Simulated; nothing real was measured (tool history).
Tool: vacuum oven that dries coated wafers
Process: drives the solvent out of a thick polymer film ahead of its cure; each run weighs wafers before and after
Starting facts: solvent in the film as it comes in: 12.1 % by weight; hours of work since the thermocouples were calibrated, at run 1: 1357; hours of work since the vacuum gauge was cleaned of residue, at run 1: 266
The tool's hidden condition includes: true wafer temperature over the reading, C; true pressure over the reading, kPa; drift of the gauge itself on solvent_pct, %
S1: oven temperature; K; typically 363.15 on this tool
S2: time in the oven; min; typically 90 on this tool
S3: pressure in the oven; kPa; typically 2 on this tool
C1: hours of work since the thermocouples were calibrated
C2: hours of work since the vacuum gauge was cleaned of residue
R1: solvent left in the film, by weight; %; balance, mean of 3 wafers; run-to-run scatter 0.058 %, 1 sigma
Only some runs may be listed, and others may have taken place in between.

run,hour,S1,S2,S3,C1,C2,R1
1,0,363.15,90,2,1357,266,2.8
2,23.5,363.15,90,2,1369,278,2.72
3,51.5,363.15,90,2,1383,292,2.75
4,78.8,363.15,90,2,1397,306,2.72
5,108.9,363.15,90,2,1412,321,2.78
6,131.5,363.15,90,2,1424,332,2.87
7,151.2,363.15,90,2,1434,342,2.87
8,174.5,363.15,90,2,1445,354,2.73
9,196.8,363.15,90,2,1457,365,2.72
10,227.3,362.15,90,2,1472,381,2.98
11,254.1,362.15,90,2,1486,394,2.87
12,268.5,363.15,90,1.41,1493,401,2.14
13,294.4,363.15,90,1.78,1506,415,2.66
14,309.6,363.15,90,1.78,1514,422,2.55
15,327.4,363.15,90,1.78,1523,431,2.52
16,361.4,363.15,90,2,1540,448,2.79
17,390.3,363.15,90,2,1554,463,2.64
18,421.8,363.15,90,1.36,1570,479,2.05
19,439.5,363.15,90,1.36,1579,488,2.06
20,468.5,363.15,90,2,1594,502,2.67
21,491.9,363.15,90,2,1606,514,2.71
22,522.9,363.15,144,2,1621,530,2.52
23,553.4,363.15,144,2,1637,545,2.53
24,583.7,353.15,144,2.49,1652,561,4.67
# hour 609.6: oven's thermocouples calibrated
25,609.6,353.15,144,2.49,0,573,5.38
26,642,353.15,144,2.49,16,589,5.33
27,674.2,361.15,55,2,33,605,4.68
28,708.7,361.15,55,2,50,623,4.43
# hour 713.1: vacuum gauge cleaned of residue and calibrated
29,734.6,352.15,59,2.75,62,11,7.6
30,753.3,371.15,59,2.75,72,20,3.36
31,772,370.15,90,1.84,81,30,2.11
# hour 798.2: vacuum gauge cleaned of residue and calibrated, once more
32,807.2,370.15,60,1.84,98,5,2.48
33,833.5,363.15,58,2,111,18,3.78
34,857,363.15,106,3.16,123,30,4.26
35,888.8,370.15,90,2.99,139,46,3.15
36,903.6,359.15,90,2.48,147,53,4.32
37,922.6,367.15,67,2,156,63,2.88
38,937.2,376.15,57,1.9,164,70,1.98
39,958.8,376.15,57,1.9,175,81,1.9
40,978.9,376.15,57,1.9,185,91,1.95
41,1010.1,376.15,57,2.77,201,107,2.64
42,1033,376.15,57,2.77,212,119,2.56
43,1052.9,363.15,90,1.17,222,129,2.07

For run 44, what comes out?
44,1073.2,377.15,105,1.41,232,139,?

{"run 44": {"R1": 1.12}}
Were there no unlogged condition in the tool, this run, its random variation unchanged, would have produced R1 1.11 %.
